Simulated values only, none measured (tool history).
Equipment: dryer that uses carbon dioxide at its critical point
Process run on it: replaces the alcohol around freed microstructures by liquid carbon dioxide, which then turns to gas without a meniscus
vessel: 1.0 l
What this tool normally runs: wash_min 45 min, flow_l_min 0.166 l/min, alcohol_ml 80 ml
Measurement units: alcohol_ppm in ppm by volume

{"run": 1, "day": 0.0, "wash_min": 45, "flow_l_min": 0.166, "alcohol_ml": 80, "alcohol_ppm": 208}
{"run": 2, "day": 0.4, "wash_min": 45, "flow_l_min": 0.166, "alcohol_ml": 80, "alcohol_ppm": 211}
{"run": 3, "day": 0.933, "wash_min": 45, "flow_l_min": 0.166, "alcohol_ml": 80, "alcohol_ppm": 227}
{"run": 4, "day": 1.675, "wash_min": 53, "flow_l_min": 0.166, "alcohol_ml": 80, "alcohol_ppm": 92}
{"run": 5, "day": 2.592, "wash_min": 53, "flow_l_min": 0.166, "alcohol_ml": 80, "alcohol_ppm": 96}
{"run": 6, "day": 3.5, "wash_min": 45, "flow_l_min": 0.166, "alcohol_ml": 80, "alcohol_ppm": 216}
{"run": 7, "day": 4.388, "wash_min": 45, "flow_l_min": 0.166, "alcohol_ml": 80, "alcohol_ppm": 234}
{"run": 8, "day": 4.808, "wash_min": 45, "flow_l_min": 0.166, "alcohol_ml": 80, "alcohol_ppm": 223}
{"run": 9, "day": 5.608, "wash_min": 45, "flow_l_min": 0.281, "alcohol_ml": 20, "alcohol_ppm": 26}
{"run": 10, "day": 6.242, "wash_min": 45, "flow_l_min": 0.281, "alcohol_ml": 20, "alcohol_ppm": 30}
{"run": 11, "day": 7.125, "wash_min": 37, "flow_l_min": 0.281, "alcohol_ml": 47, "alcohol_ppm": 40}
{"run": 12, "day": 7.6, "wash_min": 45, "flow_l_min": 0.195, "alcohol_ml": 45, "alcohol_ppm": 70}

Run 13 has not been measured yet. What should we expect?
{"run": 13, "day": 8.404, "wash_min": 28, "flow_l_min": 0.166, "alcohol_ml": 92, "alcohol_ppm": "?"}

Logged for run 13: alcohol_ppm 2273 ppm by volume.
Without the tool's hidden state the same run would have given alcohol_ppm 2111 ppm by volume.
